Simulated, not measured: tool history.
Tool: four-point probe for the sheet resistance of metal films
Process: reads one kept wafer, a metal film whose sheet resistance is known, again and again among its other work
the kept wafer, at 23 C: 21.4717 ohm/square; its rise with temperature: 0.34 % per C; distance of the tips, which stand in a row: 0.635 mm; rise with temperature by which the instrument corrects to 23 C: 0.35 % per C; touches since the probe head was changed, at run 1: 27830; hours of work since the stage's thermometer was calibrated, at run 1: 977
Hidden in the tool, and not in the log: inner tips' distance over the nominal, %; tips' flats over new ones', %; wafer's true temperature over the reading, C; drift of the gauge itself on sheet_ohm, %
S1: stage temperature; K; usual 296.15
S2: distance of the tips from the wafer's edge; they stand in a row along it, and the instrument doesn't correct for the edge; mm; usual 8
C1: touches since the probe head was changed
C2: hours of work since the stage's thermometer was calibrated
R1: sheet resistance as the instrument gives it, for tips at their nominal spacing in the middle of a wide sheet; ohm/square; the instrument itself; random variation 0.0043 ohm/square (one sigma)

| run | hour | S1 | S2 | C1 | C2 | R1 |
|---|---|---|---|---|---|---|
| 1 | 0 | 296.15 | 8 | 27830 | 977 | 21.398685 |
| 2 | 22.8 | 296.15 | 8 | 28461 | 994 | 21.399613 |
| 3 | 56 | 292.15 | 8 | 29377 | 1018 | 21.401191 |
| 4 | 82.5 | 292.15 | 8 | 30109 | 1037 | 21.399222 |
| 5 | 108.3 | 296.15 | 8 | 30824 | 1055 | 21.386538 |
| 6 | 135.9 | 296.15 | 8 | 31586 | 1075 | 21.386637 |
| 7 | 168.9 | 296.15 | 8 | 32496 | 1099 | 21.38503 |
| 8 | 188.9 | 292.15 | 8 | 33049 | 1113 | 21.37841 |
| 9 | 206.5 | 292.15 | 8 | 33537 | 1126 | 21.37971 |
| 10 | 240 | 292.15 | 8 | 34462 | 1150 | 21.377988 |
| 11 | 266.6 | 292.15 | 8 | 35196 | 1169 | 21.382528 |
| 12 | 286.9 | 292.15 | 8 | 35758 | 1184 | 21.375341 |
| 13 | 308.4 | 308.15 | 8 | 36352 | 1200 | 21.341421 |
| 14 | 326 | 296.15 | 8 | 36838 | 1212 | 21.365864 |
| 15 | 340 | 295.15 | 8 | 37223 | 1222 | 21.363608 |
| 16 | 358.6 | 295.15 | 8 | 37739 | 1236 | 21.368604 |
| 17 | 382.5 | 296.15 | 8 | 38399 | 1253 | 21.359212 |
| 18 | 401.8 | 296.15 | 21 | 38932 | 1267 | 21.296789 |
| 19 | 431.4 | 296.15 | 21 | 39750 | 1288 | 21.290106 |
| 20 | 460.8 | 296.15 | 3 | 40562 | 1310 | 21.780994 |
| 21 | 485 | 296.15 | 3 | 41230 | 1327 | 21.773236 |
| 22 | 506.6 | 296.15 | 8 | 41826 | 1343 | 21.347954 |
| 23 | 536.5 | 302.15 | 8 | 42655 | 1364 | 21.330057 |
| 24 | 555.7 | 297.15 | 44 | 43184 | 1378 | 21.264283 |
| 25 | 571.8 | 295.15 | 44 | 43629 | 1390 | 21.275103 |
| 26 | 588.8 | 308.15 | 6 | 44097 | 1402 | 21.360292 |
| 27 | 619.3 | 294.15 | 21 | 44940 | 1424 | 21.275845 |
| 28 | 647.7 | 299.15 | 8 | 45725 | 1444 | 21.332716 |
| 29 | 661.5 | 299.15 | 8 | 46108 | 1454 | 21.320578 |
| 30 | 676 | 297.15 | 17 | 46507 | 1465 | 21.260242 |
| 31 | 701.6 | 305.15 | 3 | 47213 | 1483 | 21.728036 |
| 32 | 731.2 | 304.15 | 32 | 48031 | 1504 | 21.241407 |
| 33 | 752.6 | 304.15 | 32 | 48623 | 1520 | 21.230078 |
| 34 | 766.3 | 304.15 | 32 | 49002 | 1530 | 21.22861 |
| 35 | 783.8 | 299.15 | 39 | 49485 | 1542 | 21.247883 |
| 36 | 805.6 | 303.15 | 39 | 50088 | 1558 | 21.223772 |
| 37 | 837.9 | 301.15 | 54 | 50979 | 1581 | 21.223645 |
| 38 | 855.4 | 301.15 | 26 | 51465 | 1594 | 21.232517 |
| 39 | 879.7 | 301.15 | 26 | 52135 | 1612 | 21.238809 |
| 40 | 910.6 | 301.15 | 26 | 52989 | 1634 | 21.228914 |
| 41 | 941.4 | 293.15 | 8 | 53839 | 1656 | 21.305226 |
| 42 | 956.2 | 296.15 | 63 | 54249 | 1667 | 21.223395 |
| 43 | 982.2 | 300.15 | 3 | 54968 | 1686 | 21.71222 |
| 44 | 996.6 | 302.15 | 61 | 55365 | 1696 | 21.207669 |
| 45 | 1029.7 | 302.15 | 14 | 56281 | 1720 | 21.225214 |
| 46 | 1046.8 | 294.15 | 6 | 56752 | 1732 | 21.34373 |

3 ways to go on from here, each from the tool as it stands after run 46. What would each give?
|  | 1057.3 | stage's thermometer calibrated |
| A | 1074.7 | 305.15 | 18 | 57508 | 13 | ? |
|  | 1057.3 | stage's thermometer calibrated |
| B | 1074.7 | 294.15 | 10 | 57508 | 13 | ? |
|  | 1057.3 | stage's thermometer calibrated |
| C | 1074.7 | 303.15 | 8 | 57508 | 13 | ? |

| run | R1 |
|---|---|
| A | 21.169411 |
| B | 21.221933 |
| C | 21.228434 |
Without the tool's hidden state the same runs would have given:
| run | R1 |
|---|---|
| A | 21.465744 |
| B | 21.519006 |
| C | 21.525539 |
